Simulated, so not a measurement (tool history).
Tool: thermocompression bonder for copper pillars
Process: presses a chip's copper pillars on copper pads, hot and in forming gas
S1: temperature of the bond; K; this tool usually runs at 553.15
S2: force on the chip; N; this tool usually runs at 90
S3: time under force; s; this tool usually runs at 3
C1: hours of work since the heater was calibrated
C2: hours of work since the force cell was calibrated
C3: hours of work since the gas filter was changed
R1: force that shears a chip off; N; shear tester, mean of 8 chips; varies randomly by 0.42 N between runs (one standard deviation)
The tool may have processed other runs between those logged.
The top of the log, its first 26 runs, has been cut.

| run | hour | S1 | S2 | S3 | C1 | C2 | C3 | R1 |
|---|---|---|---|---|---|---|---|---|
| 27 | 325.1 | 575.15 | 90 | 8 | 199 | 38 | 94 | 114.8 |
| 28 | 334.1 | 575.15 | 90 | 8 | 204 | 43 | 99 | 114.3 |
| 29 | 347.3 | 575.15 | 122 | 8 | 212 | 51 | 107 | 120 |
| 30 | 359.7 | 571.15 | 96 | 2 | 219 | 58 | 114 | 90 |
| 31 | 375.3 | 569.15 | 112 | 3 | 228 | 67 | 122 | 101.7 |
| 32 | 382.3 | 555.15 | 57 | 2 | 232 | 71 | 126 | 60.2 |
| 33 | 391.7 | 555.15 | 57 | 2 | 237 | 76 | 132 | 59.9 |
| 34 | 407.4 | 553.15 | 108 | 4 | 246 | 85 | 141 | 98.5 |
| 35 | 414.9 | 540.15 | 87 | 3 | 250 | 89 | 145 | 75.9 |
| 36 | 427.7 | 553.15 | 90 | 6 | 257 | 96 | 152 | 100.8 |
| 37 | 439.2 | 553.15 | 90 | 6 | 264 | 103 | 159 | 100.4 |
| 38 | 451.3 | 529.15 | 85 | 9 | 271 | 110 | 166 | 92.8 |
| 39 | 460.3 | 524.15 | 90 | 2 | 276 | 115 | 171 | 57.9 |

Consider 4 possible next runs. They are alternatives, not a sequence: every one starts from the tool as it was left by run 39. What does each give?
| A | 467.8 | 548.15 | 102 | 3 | 280 | 119 | 175 | ? |
| B | 467.8 | 566.15 | 60 | 8 | 280 | 119 | 175 | ? |
| C | 467.8 | 572.15 | 90 | 3 | 280 | 119 | 175 | ? |
| D | 467.8 | 578.15 | 90 | 2 | 280 | 119 | 175 | ? |

| run | R1 |
|---|---|
| A | 86.5 |
| B | 98.4 |
| C | 96.3 |
| D | 90.2 |
With no hidden state in the tool, these same runs would have given:
| run | R1 |
|---|---|
| A | 89.8 |
| B | 101.5 |
| C | 99.4 |
| D | 93.2 |

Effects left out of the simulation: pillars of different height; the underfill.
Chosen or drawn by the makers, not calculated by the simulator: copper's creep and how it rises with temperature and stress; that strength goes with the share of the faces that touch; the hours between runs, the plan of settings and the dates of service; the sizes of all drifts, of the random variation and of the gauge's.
